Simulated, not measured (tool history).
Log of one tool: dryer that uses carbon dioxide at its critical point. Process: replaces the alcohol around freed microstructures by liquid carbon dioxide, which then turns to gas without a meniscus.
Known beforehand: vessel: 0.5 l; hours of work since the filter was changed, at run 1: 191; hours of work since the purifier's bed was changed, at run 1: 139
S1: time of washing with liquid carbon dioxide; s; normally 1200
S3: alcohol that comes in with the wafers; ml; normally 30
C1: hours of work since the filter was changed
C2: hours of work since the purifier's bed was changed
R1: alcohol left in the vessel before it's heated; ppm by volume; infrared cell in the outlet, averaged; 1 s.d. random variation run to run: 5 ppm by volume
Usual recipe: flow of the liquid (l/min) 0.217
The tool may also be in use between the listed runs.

{"run": 1, "hour": 0.0, "S1": 1200, "flow of the liquid (l/min)": 0.217, "S3": 30, "C1": 191, "C2": 139, "R1": 51}
{"run": 2, "hour": 5.4, "S1": 1200, "flow of the liquid (l/min)": 0.217, "S3": 30, "C1": 193, "C2": 141, "R1": 47}
{"run": 3, "hour": 15.4, "S1": 1200, "flow of the liquid (l/min)": 0.217, "S3": 30, "C1": 196, "C2": 144, "R1": 59}
{"run": 4, "hour": 23.3, "S1": 1200, "flow of the liquid (l/min)": 0.217, "S3": 30, "C1": 199, "C2": 147, "R1": 50}
{"run": 5, "hour": 29.1, "S1": 1200, "flow of the liquid (l/min)": 0.217, "S3": 30, "C1": 200, "C2": 149, "R1": 54}
{"run": 6, "hour": 36.0, "S1": 1200, "flow of the liquid (l/min)": 0.217, "S3": 30, "C1": 203, "C2": 151, "R1": 63}
{"run": 7, "hour": 45.6, "S1": 1200, "flow of the liquid (l/min)": 0.217, "S3": 30, "C1": 206, "C2": 154, "R1": 46}
{"run": 8, "hour": 53.4, "S1": 960, "flow of the liquid (l/min)": 0.364, "S3": 68, "C1": 208, "C2": 156, "R1": 31}
{"run": 9, "hour": 64.3, "S1": 900, "flow of the liquid (l/min)": 0.217, "S3": 30, "C1": 212, "C2": 160, "R1": 258}
{"run": 10, "hour": 69.5, "S1": 900, "flow of the liquid (l/min)": 0.217, "S3": 30, "C1": 214, "C2": 162, "R1": 269}
{"run": 11, "hour": 78.1, "S1": 960, "flow of the liquid (l/min)": 0.266, "S3": 92, "C1": 216, "C2": 164, "R1": 158}
{"run": 12, "hour": 83.7, "S1": 1740, "flow of the liquid (l/min)": 0.266, "S3": 92, "C1": 218, "C2": 166, "R1": 22}
{"run": 13, "hour": 90.9, "S1": 1200, "flow of the liquid (l/min)": 0.289, "S3": 30, "C1": 220, "C2": 168, "R1": 21}
{"run": 14, "hour": 102.5, "S1": 1200, "flow of the liquid (l/min)": 0.289, "S3": 30, "C1": 224, "C2": 172, "R1": 28}

Pick out some run-to-run changes in R1. Of each, how much would a tool without hidden state show as well, from the settings, what came in and chance, and how much is left for the hidden state and any gauge scatter not in both results compared?
Hidden state at play: flow that reaches the vessel past the clogged filter, %; alcohol in the recycled carbon dioxide, ppm; drift of the gauge itself on alcohol_ppm, %.
Run 8 -> 9: S1 960 -> 900, flow of the liquid (l/min) 0.364 -> 0.217, S3 68 -> 30. R1 +227 ppm by volume: hidden state +114, all else +113.

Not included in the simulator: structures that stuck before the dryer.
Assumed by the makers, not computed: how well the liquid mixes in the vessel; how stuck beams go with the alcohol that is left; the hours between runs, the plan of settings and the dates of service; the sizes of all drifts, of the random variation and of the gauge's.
